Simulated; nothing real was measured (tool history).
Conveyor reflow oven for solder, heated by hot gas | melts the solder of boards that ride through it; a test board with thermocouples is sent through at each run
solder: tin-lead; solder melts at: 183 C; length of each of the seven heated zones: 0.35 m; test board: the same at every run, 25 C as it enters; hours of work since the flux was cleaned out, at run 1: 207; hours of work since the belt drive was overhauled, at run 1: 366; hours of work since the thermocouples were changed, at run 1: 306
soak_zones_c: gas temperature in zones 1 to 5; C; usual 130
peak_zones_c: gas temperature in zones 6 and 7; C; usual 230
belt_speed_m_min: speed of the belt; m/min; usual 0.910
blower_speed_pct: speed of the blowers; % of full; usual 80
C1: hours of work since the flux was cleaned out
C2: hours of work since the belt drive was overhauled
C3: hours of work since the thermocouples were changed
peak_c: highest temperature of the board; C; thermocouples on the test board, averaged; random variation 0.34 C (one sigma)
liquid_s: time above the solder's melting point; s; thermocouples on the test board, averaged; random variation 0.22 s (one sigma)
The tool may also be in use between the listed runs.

Run 1, day 0.000: usual settings; C1 207; C2 366; C3 306. Result: peak_c 210.1 C, liquid_s 29.1 s.
Run 2, day 0.742: usual settings; C1 221; C2 380; C3 320. Result: peak_c 210.1 C, liquid_s 28.7 s.
Run 3, day 1.142: usual settings but blower_speed_pct 76 % of full; C1 228; C2 388; C3 327. Result: peak_c 208.7 C, liquid_s 28.2 s.
Run 4, day 1.562: usual settings; C1 236; C2 396; C3 335. Result: peak_c 209.5 C, liquid_s 29.0 s.
Run 5, day 2.138: usual settings but belt_speed_m_min 1.013 m/min; C1 247; C2 407; C3 346. Result: peak_c 205.2 C, liquid_s 23.3 s.
Run 6, day 2.596: usual settings but belt_speed_m_min 1.013 m/min; C1 256; C2 415; C3 355. Result: peak_c 205.4 C, liquid_s 23.2 s.
Run 7, day 3.200: usual settings but belt_speed_m_min 1.013 m/min; C1 267; C2 427; C3 366. Result: peak_c 205.1 C, liquid_s 22.8 s.
Run 8, day 3.654: usual settings but belt_speed_m_min 1.013 m/min; C1 275; C2 435; C3 374. Result: peak_c 205.4 C, liquid_s 22.9 s.
Run 9, day 4.171: usual settings but belt_speed_m_min 1.013 m/min; C1 285; C2 445; C3 384. Result: peak_c 205.2 C, liquid_s 23.1 s.
Run 10, day 4.579: usual settings but belt_speed_m_min 1.013 m/min; C1 293; C2 452; C3 392. Result: peak_c 205.2 C, liquid_s 22.7 s.
Run 11, day 4.938: usual settings but peak_zones_c 224 C; C1 300; C2 459; C3 399. Result: peak_c 203.6 C, liquid_s 25.2 s.
Run 12, day 5.304: usual settings but peak_zones_c 224 C, blower_speed_pct 72 % of full; C1 307; C2 466; C3 406. Result: peak_c 203.1 C, liquid_s 23.7 s.
Run 13, day 5.846: usual settings but peak_zones_c 224 C, blower_speed_pct 72 % of full; C1 317; C2 476; C3 416. Result: peak_c 203.0 C, liquid_s 24.1 s.
Run 14, day 6.229: usual settings but peak_zones_c 224 C, blower_speed_pct 72 % of full; C1 324; C2 484; C3 423. Result: peak_c 202.5 C, liquid_s 24.0 s.
Run 15, day 6.796: usual settings but peak_zones_c 224 C, blower_speed_pct 72 % of full; C1 335; C2 494; C3 434. Result: peak_c 202.0 C, liquid_s 23.6 s.
Run 16, day 7.229: usual settings but blower_speed_pct 65 % of full; C1 343; C2 502; C3 442. Result: peak_c 206.1 C, liquid_s 26.3 s.
At day 7.775: flux residue cleaned out of gas plates and filters.
Run 17, day 7.958: usual settings but soak_zones_c 142 C, peak_zones_c 231 C; C1 3; C2 512; C3 452. Result: peak_c 214.0 C, liquid_s 34.1 s.
Run 18, day 8.354: usual settings but soak_zones_c 142 C, peak_zones_c 231 C, belt_speed_m_min 0.767 m/min, blower_speed_pct 87 % of full; C1 11; C2 520; C3 459. Result: peak_c 219.3 C, liquid_s 44.6 s.
Run 19, day 9.050: usual settings but belt_speed_m_min 1.013 m/min; C1 24; C2 533; C3 472. Result: peak_c 207.3 C, liquid_s 24.3 s.
Run 20, day 9.854: usual settings but belt_speed_m_min 0.762 m/min, blower_speed_pct 54 % of full; C1 39; C2 548; C3 487. Result: peak_c 210.6 C, liquid_s 36.4 s.
Run 21, day 10.221: usual settings but belt_speed_m_min 0.762 m/min, blower_speed_pct 54 % of full; C1 46; C2 555; C3 494. Result: peak_c 210.5 C, liquid_s 36.2 s.
Run 22, day 10.958: usual settings but belt_speed_m_min 0.762 m/min, blower_speed_pct 54 % of full; C1 60; C2 569; C3 508. Result: peak_c 211.2 C, liquid_s 36.0 s.
Run 23, day 11.550: usual settings but belt_speed_m_min 0.762 m/min, blower_speed_pct 54 % of full; C1 71; C2 580; C3 519. Result: peak_c 210.8 C, liquid_s 36.3 s.
Run 24, day 12.129: usual settings but peak_zones_c 241 C, belt_speed_m_min 0.784 m/min, blower_speed_pct 54 % of full; C1 82; C2 591; C3 530. Result: peak_c 219.7 C, liquid_s 39.9 s.
Run 25, day 12.862: usual settings but peak_zones_c 241 C, belt_speed_m_min 0.784 m/min, blower_speed_pct 54 % of full; C1 96; C2 604; C3 544. Result: peak_c 219.5 C, liquid_s 39.4 s.
Run 26, day 13.183: usual settings but peak_zones_c 244 C, belt_speed_m_min 1.019 m/min; C1 102; C2 610; C3 550. Result: peak_c 217.9 C, liquid_s 29.5 s.
Run 27, day 13.917: usual settings but peak_zones_c 244 C, belt_speed_m_min 1.019 m/min; C1 116; C2 624; C3 564. Result: peak_c 217.8 C, liquid_s 29.3 s.
Run 28, day 14.583: usual settings but peak_zones_c 237 C, belt_speed_m_min 0.760 m/min; C1 128; C2 637; C3 576. Result: peak_c 221.5 C, liquid_s 43.2 s.
Run 29, day 15.017: usual settings but belt_speed_m_min 0.921 m/min; C1 136; C2 645; C3 584. Result: peak_c 209.8 C, liquid_s 28.6 s.
Run 30, day 15.367: usual settings but belt_speed_m_min 0.921 m/min; C1 143; C2 652; C3 591. Result: peak_c 209.7 C, liquid_s 28.6 s.
Run 31, day 15.783: usual settings but soak_zones_c 139 C, peak_zones_c 225 C, belt_speed_m_min 1.082 m/min, blower_speed_pct 54 % of full; C1 151; C2 659; C3 599. Result: peak_c 196.0 C, liquid_s 15.0 s.
Run 32, day 16.412: usual settings but soak_zones_c 119 C, peak_zones_c 231 C, belt_speed_m_min 0.983 m/min, blower_speed_pct 77 % of full; C1 162; C2 671; C3 611. Result: peak_c 204.5 C, liquid_s 21.7 s.

Hidden state or all else? Some run-to-run changes of peak_c, split into what the settings, what came in and random variation would give without the hidden state, and what is left for the hidden state (with any gauge scatter that isn't in both results):
The hidden state here: heat that the gas passes to the board, % of a clean oven's; belt's true speed, % of the reading; true gas temperature in zones 6 and 7 over the reading, C; drift of the gauge itself on peak_c, C; drift of the gauge itself on liquid_s, %.
Run 16 -> 17: soak_zones_c 130 -> 142, peak_zones_c 230 -> 231, blower_speed_pct 65 -> 80, flux residue cleaned out of gas plates and filters. peak_c +7.9 C: hidden state +1.9, all else +6.0.
Run 18 -> 19: soak_zones_c 142 -> 130, peak_zones_c 231 -> 230, belt_speed_m_min 0.767 -> 1.013, blower_speed_pct 87 -> 80. peak_c -12.0 C: hidden state -0.1, all else -11.9.
Run 25 -> 26: peak_zones_c 241 -> 244, belt_speed_m_min 0.784 -> 1.019, blower_speed_pct 54 -> 80. peak_c -1.6 C: hidden state -0.4, all else -1.2.
Run 28 -> 29: peak_zones_c 237 -> 230, belt_speed_m_min 0.760 -> 0.921. peak_c -11.7 C: hidden state -0.1, all else -11.6.
Run 30 -> 31: soak_zones_c 130 -> 139, peak_zones_c 230 -> 225, belt_speed_m_min 0.921 -> 1.082, blower_speed_pct 80 -> 54. peak_c -13.7 C: hidden state +0.2, all else -13.9.
Run 31 -> 32: soak_zones_c 139 -> 119, peak_zones_c 225 -> 231, belt_speed_m_min 1.082 -> 0.983, blower_speed_pct 54 -> 77. peak_c +8.5 C: hidden state -0.6, all else +9.1.
